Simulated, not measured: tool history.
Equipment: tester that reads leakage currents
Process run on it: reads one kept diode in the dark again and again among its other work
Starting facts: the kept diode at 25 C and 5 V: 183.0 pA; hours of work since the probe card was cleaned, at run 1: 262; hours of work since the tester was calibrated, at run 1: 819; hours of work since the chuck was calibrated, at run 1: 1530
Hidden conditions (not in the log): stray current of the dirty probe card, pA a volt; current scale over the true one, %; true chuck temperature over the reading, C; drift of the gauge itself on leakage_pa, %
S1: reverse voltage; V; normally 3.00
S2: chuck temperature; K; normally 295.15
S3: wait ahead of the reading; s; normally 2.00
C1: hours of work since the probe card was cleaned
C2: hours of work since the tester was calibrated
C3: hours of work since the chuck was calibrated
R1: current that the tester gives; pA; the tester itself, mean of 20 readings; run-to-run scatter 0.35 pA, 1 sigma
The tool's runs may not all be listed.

run,hour,S1,S2,S3,C1,C2,C3,R1
1,0.0,3.00,295.15,2.00,262,819,1530,137.14
2,60.7,1.06,295.15,2.00,289,846,1558,91.69
3,111.9,1.06,295.15,2.00,313,870,1581,90.37
4,175.3,3.00,296.15,2.00,341,898,1610,150.13
5,205.4,3.00,296.15,2.00,355,912,1624,150.61
6,250.4,3.00,314.15,2.00,376,933,1644,609.01
7,298.0,3.00,314.15,2.00,397,954,1666,606.43
8,347.9,3.00,314.15,2.00,420,977,1689,608.82
9,396.6,3.00,314.15,2.00,442,999,1711,612.64
10,465.0,3.00,314.15,2.00,473,1030,1742,616.78
11,516.3,3.00,314.15,2.00,497,1053,1765,619.93
12,546.1,3.00,314.15,2.00,510,1067,1779,616.06
13,605.7,3.00,307.15,2.00,537,1094,1806,365.94
# hour 612.3: chuck's temperature calibrated
14,674.9,2.56,295.15,2.00,568,1125,28,113.28
15,721.1,3.00,295.15,2.00,589,1146,49,120.96
16,783.0,1.18,312.15,6.21,617,1174,78,317.38
17,844.5,1.78,295.15,5.61,645,1202,106,97.99
18,880.0,1.78,295.15,5.61,661,1218,122,98.06
19,928.1,6.51,319.15,1.15,683,1240,144,1043.69
20,978.8,1.56,318.15,3.58,706,1263,167,556.38
21,1045.9,1.56,318.15,3.58,736,1293,197,556.98
22,1109.9,2.53,301.15,2.00,765,1322,226,187.06
23,1152.7,2.53,301.15,2.00,785,1342,246,188.14
24,1198.1,3.00,296.15,2.24,806,1362,266,135.17
25,1262.5,10.12,312.15,0.80,835,1392,296,765.38
26,1295.2,10.12,312.15,0.80,850,1407,310,767.22
27,1358.2,10.12,312.15,0.80,878,1435,339,767.37
28,1387.5,3.00,315.15,2.14,892,1449,352,593.69
29,1421.4,3.00,315.15,2.14,907,1464,368,592.03
30,1484.4,3.00,315.15,2.14,936,1493,396,595.77

Entry by entry between the runs, the difference in hidden state between the last listed run before and the first listed run after:
From run 13 to run 14: chuck's temperature calibrated (hour 612.3)
  stray current of the dirty probe card, pA a volt: 0.687 -> 0.726; current scale over the true one, %: 1.14 -> 1.17; true chuck temperature over the reading, C: 2.04 -> -0.02
  measured value less the no-hidden-state value, R1: +58.54 -> +2.95 pA

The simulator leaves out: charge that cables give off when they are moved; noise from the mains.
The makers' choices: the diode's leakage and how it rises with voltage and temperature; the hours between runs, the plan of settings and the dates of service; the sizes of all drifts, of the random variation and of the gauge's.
